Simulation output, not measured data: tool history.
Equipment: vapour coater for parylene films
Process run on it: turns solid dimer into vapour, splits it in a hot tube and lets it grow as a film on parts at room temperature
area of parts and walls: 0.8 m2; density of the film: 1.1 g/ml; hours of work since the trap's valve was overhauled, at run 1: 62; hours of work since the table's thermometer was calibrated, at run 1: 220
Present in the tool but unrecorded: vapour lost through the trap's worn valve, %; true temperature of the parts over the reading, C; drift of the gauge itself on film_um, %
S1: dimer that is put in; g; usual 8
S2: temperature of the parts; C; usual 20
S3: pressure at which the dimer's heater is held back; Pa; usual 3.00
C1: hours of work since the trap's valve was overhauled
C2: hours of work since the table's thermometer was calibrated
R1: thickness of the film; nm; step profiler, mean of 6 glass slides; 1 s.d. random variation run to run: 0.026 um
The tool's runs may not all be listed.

Run 1, hour 0.0: usual settings; C1 62; C2 220. Result: R1 4660 nm.
Run 2, hour 33.3: usual settings; C1 76; C2 234. Result: R1 4640 nm.
Run 3, hour 67.5: usual settings; C1 91; C2 249. Result: R1 4650 nm.
Run 4, hour 102.3: usual settings; C1 107; C2 264. Result: R1 4630 nm.
Run 5, hour 123.7: usual settings; C1 116; C2 274. Result: R1 4650 nm.
Run 6, hour 162.5: usual settings; C1 133; C2 291. Result: R1 4650 nm.
Run 7, hour 201.7: usual settings but S3 2.09 Pa; C1 150; C2 308. Result: R1 5110 nm.
Run 8, hour 238.2: usual settings but S1 4 g; C1 166; C2 324. Result: R1 2320 nm.
Run 9, hour 280.1: usual settings but S1 4 g; C1 184; C2 342. Result: R1 2320 nm.
Run 10, hour 307.2: usual settings; C1 196; C2 354. Result: R1 4630 nm.
Run 11, hour 348.9: usual settings; C1 214; C2 372. Result: R1 4650 nm.
Run 12, hour 379.0: usual settings but S2 29 C; C1 228; C2 386. Result: R1 3390 nm.
Run 13, hour 421.4: usual settings but S3 5.25 Pa; C1 246; C2 404. Result: R1 4040 nm.
Run 14, hour 451.7: usual settings but S3 2.77 Pa; C1 259; C2 417. Result: R1 4730 nm.
Run 15, hour 473.0: usual settings but S3 2.77 Pa; C1 269; C2 427. Result: R1 4780 nm.
Run 16, hour 503.0: usual settings but S1 4 g; C1 282; C2 440. Result: R1 2340 nm.
Run 17, hour 542.1: usual settings but S3 3.93 Pa; C1 299; C2 457. Result: R1 4360 nm.
Run 18, hour 564.5: usual settings but S1 10 g, S2 22 C, S3 9.08 Pa; C1 309; C2 467. Result: R1 4120 nm.
Run 19, hour 591.2: usual settings but S1 13 g, S2 13 C, S3 2.46 Pa; C1 321; C2 478. Result: R1 9980 nm.
Run 20, hour 617.2: usual settings but S2 19 C, S3 2.86 Pa; C1 332; C2 490. Result: R1 4890 nm.
Run 21, hour 635.0: usual settings but S1 3 g; C1 340; C2 498. Result: R1 1750 nm.
Run 22, hour 659.0: usual settings but S3 9.85 Pa; C1 350; C2 508. Result: R1 3490 nm.
Run 23, hour 680.1: usual settings but S2 27 C, S3 11.79 Pa; C1 359; C2 517. Result: R1 2620 nm.
Run 24, hour 700.5: usual settings but S2 22 C, S3 3.66 Pa; C1 368; C2 526. Result: R1 4110 nm.
At hour 707.7: trap's valve overhauled.
Run 25, hour 727.3: usual settings but S1 6 g, S3 5.43 Pa; C1 9; C2 536. Result: R1 3030 nm.
Run 26, hour 766.0: usual settings but S1 5 g, S2 21 C, S3 4.16 Pa; C1 25; C2 553. Result: R1 2620 nm.
Run 27, hour 789.7: usual settings but S1 5 g, S2 19 C, S3 4.16 Pa; C1 36; C2 564. Result: R1 2780 nm.

Each row is a separate what-if for the run after 27, all from the same tool condition, not one after another. Results?
Run A, hour 810.8: usual settings but S1 5 g; C1 45; C2 573. Result: R1 ?.
Run B, hour 810.8: usual settings but S1 5 g, S2 21 C, S3 4.62 Pa; C1 45; C2 573. Result: R1 ?.
Run C, hour 810.8: usual settings but S1 6 g, S2 21 C, S3 7.72 Pa; C1 45; C2 573. Result: R1 ?.
Run D, hour 810.8: usual settings but S1 5 g, S2 19 C, S3 9.21 Pa; C1 45; C2 573. Result: R1 ?.
Run E, hour 810.8: usual settings but S1 4 g, S2 19 C, S3 4.16 Pa; C1 45; C2 573. Result: R1 ?.

run    R1
  A  2900
  B  2540
  C  2630
  D  2260
  E  2210
Stripped of hidden state, with their random variation kept, the same runs would have yielded:
run    R1
  A  2900
  B  2540
  C  2630
  D  2260
  E  2210

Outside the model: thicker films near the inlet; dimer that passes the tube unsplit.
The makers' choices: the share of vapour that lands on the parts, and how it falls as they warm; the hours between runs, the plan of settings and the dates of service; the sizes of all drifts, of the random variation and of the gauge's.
